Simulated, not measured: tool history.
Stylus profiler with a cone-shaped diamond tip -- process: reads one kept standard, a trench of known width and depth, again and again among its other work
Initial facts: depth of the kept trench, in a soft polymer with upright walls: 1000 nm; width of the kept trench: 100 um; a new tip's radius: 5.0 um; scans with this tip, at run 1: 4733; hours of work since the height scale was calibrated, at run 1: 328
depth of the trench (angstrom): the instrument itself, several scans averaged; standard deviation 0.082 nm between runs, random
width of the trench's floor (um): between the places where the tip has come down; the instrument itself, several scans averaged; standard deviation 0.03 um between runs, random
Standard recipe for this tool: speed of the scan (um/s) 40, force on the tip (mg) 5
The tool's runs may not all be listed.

run   hour  speed of the scan (um/s)  force on the tip (mg)  scans with this tip  hours of work since the height scale was calibrated  depth of the trench (angstrom)  width of the trench's floor (um)
  1      0                        40                      5                 4733                                                  328                         10185.1                             93.45
  2   18.6                        40                      5                 4853                                                  337                         10184.7                             93.42
  3     42                        40                      5                 5004                                                  347                         10185.8                              93.5
  4   60.8                        40                      5                 5125                                                  356                         10188.3                             93.41
  5   91.4                        40                      5                 5321                                                  369                         10184.9                             93.39
  6  111.4                        40                      5                 5450                                                  378                         10188.3                             93.39
  7  136.8                        40                    4.5                 5614                                                  390                         10176.8                             93.38
  8  170.8                        40                    4.5                 5832                                                  405                         10177.1                             93.33
  9  189.3                        40                    4.5                 5951                                                  413                         10175.8                             93.29
 10  209.2                        40                    4.5                 6079                                                  422                         10176.4                             93.32
 11  238.2                        40                      5                 6266                                                  435                         10188.2                             93.27
 12  263.8                        40                      5                 6431                                                  446                         10189.3                             93.25
 13    286                       118                      5                 6574                                                  456                           10189                             93.11
 14  300.6                       118                      5                 6667                                                  463                         10188.6                              93.1
 15  322.5                       118                      5                 6808                                                  472                           10189                             93.15
 16  352.6                       118                      5                 7002                                                  486                         10190.2                             93.07
 17  380.7                        40                   3.25                 7182                                                  498                         10147.6                             93.23
 18  399.3                        40                      5                 7302                                                  507                         10188.2                             93.17
 19  432.7                        40                      5                 7517                                                  522                         10191.4                             93.15
 20  459.5                        40                   2.62                 7690                                                  534                         10129.8                             93.14
 21  491.6                        48                   2.62                 7896                                                  548                         10131.4                             93.11
 22  527.4                        40                  10.78                 8126                                                  564                           10306                              93.1
 23  552.2                        40                      5                 8286                                                  575                         10192.3                             93.05
 24  580.6                       113                   6.75                 8468                                                  588                           10230                              92.9
 25  595.5                       113                   6.75                 8564                                                  594                         10229.9                             92.97
 26  612.6                       113                   6.75                 8674                                                  602                         10229.9                             92.94
 27  641.5                       113                   6.75                 8860                                                  615                         10230.7                             92.92
 28  673.7                        35                    2.8                 9067                                                  629                         10137.3                             92.98
 29    691                        35                    2.8                 9179                                                  637                         10136.5                             92.97
 30  722.1                        40                  10.03                 9379                                                  651                         10294.9                             93.01
 31  750.7                       150                   2.99                 9563                                                  664                         10142.9                              92.6
 32  767.9                       150                   2.99                 9673                                                  671                         10143.9                             92.64
 33  795.8                       150                   2.99                 9853                                                  684                         10145.2                             92.58
 34  814.9                       150                   2.99                 9976                                                  692                         10145.4                             92.64
 35  832.9                       150                   2.99                10092                                                  700                         10144.7                             92.59
 36  855.9                       150                   2.99                10240                                                  711                           10146                             92.54
 37  880.3                       150                   2.99                10396                                                  721                         10146.4                             92.54
 38  896.4                        65                   1.98                10500                                                  729                         10116.7                             92.65
 39  925.6                        20                   5.45                10688                                                  742                         10205.2                             92.87
 40  957.5                        67                   7.99                10893                                                  756                         10259.1                              92.8

For run 41, what comes out?
 41  991.9                        50                   4.88                11115                                                  771                               ?                                 ?

depth of the trench (angstrom): 10193.1
width of the trench's floor (um): 92.77
With the hidden condition absent and the run-to-run variation left alone, this run would have shown depth of the trench (angstrom) 10166.8, width of the trench's floor (um) 93.91.
